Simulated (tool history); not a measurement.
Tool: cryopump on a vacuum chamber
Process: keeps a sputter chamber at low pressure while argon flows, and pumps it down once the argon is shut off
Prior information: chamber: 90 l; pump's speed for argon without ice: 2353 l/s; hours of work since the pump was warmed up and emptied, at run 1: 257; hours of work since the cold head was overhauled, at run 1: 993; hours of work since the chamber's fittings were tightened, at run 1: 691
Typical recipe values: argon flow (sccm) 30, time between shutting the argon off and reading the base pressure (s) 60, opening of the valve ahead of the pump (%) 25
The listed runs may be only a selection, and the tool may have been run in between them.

run	hour	argon flow (sccm)	time between shutting the argon off and reading the base pressure (s)	opening of the valve ahead of the pump (%)	hours of work since the pump was warmed up and emptied	hours of work since the cold head was overhauled	hours of work since the chamber's fittings were tightened	pressure while argon flows (Pa)	pressure after the wait (uPa)
1	0	30	60	25	257	993	691	0.0916	0.6
2	107.5	30	60	25	303	1039	736	0.0924	0.6
# hour 201.8: pump warmed up, emptied and cooled again
3	230.7	30	60	25	12	1088	786	0.0878	0.57
4	348.9	30	60	25	62	1138	835	0.087	0.57
5	401.5	30	60	25	84	1160	857	0.0874	0.59
6	457.6	30	60	25	108	1184	881	0.0878	0.58
7	562.8	21	60	25	152	1228	925	0.0633	0.6
8	659.9	21	60	25	193	1269	966	0.0643	0.61
9	777.3	21	60	25	242	1318	1016	0.0644	0.63
10	893.6	30	60	25	291	1367	1065	0.0936	0.66
11	985.3	30	60	25	330	1406	1103	0.0952	0.75
# hour 1018.1: pump warmed up, emptied and cooled again
12	1069.3	30	60	25	22	1439	1136	0.0864	0.61
13	1166.9	30	60	54	63	1480	1178	0.0419	0.61
14	1287.1	30	60	54	113	1531	1228	0.042	0.68
15	1341.3	30	60	54	136	1554	1251	0.0432	0.67
16	1395.1	54	60	25	159	1576	1274	0.1616	0.75
17	1445	42	93	25	180	1597	1295	0.1265	0.63
18	1499.9	29	93	38	203	1621	1318	0.0595	0.69
19	1602.4	15	85	25	246	1664	1361	0.0457	0.63
20	1687.1	15	85	25	282	1699	1397	0.0466	0.73
21	1750.3	15	85	25	308	1726	1423	0.047	0.7
22	1818.2	30	107	22	337	1755	1452	0.1072	0.73
# hour 1833.2: pump warmed up, emptied and cooled again
23	1890.2	41	20	24	24	1783	1480	0.1234	1.14
24	1942.5	47	286	26	46	1805	1502	0.132	0.51
25	2004.1	16	286	26	72	1831	1528	0.0459	0.53
26	2075.5	16	286	26	102	1861	1558	0.0451	0.53
27	2134.3	36	20	35	127	1885	1583	0.078	1.16
28	2241.2	49	28	29	172	1930	1628	0.1288	1.05
29	2293.9	25	93	44	194	1953	1650	0.044	0.72
30	2367.2	16	98	44	225	1983	1681	0.0291	0.7
31	2475.3	26	42	16	270	2029	1726	0.1212	0.99

Predict each of these 4 candidate next runs independently; none follows another, all start after run 31:
A	2566.2	26	277	16	309	2067	1764	?	?
B	2566.2	16	177	18	309	2067	1764	?	?
C	2566.2	43	60	25	309	2067	1764	?	?
D	2566.2	27	47	34	309	2067	1764	?	?

run	pressure while argon flows (Pa)	pressure after the wait (uPa)
A	0.1245	0.7
B	0.0671	0.72
C	0.1343	0.87
D	0.0644	0.98
What these runs would have given with no unlogged condition in the tool:
run	pressure while argon flows (Pa)	pressure after the wait (uPa)
A	0.1178	0.16
B	0.063	0.19
C	0.1232	0.34
D	0.0574	0.44
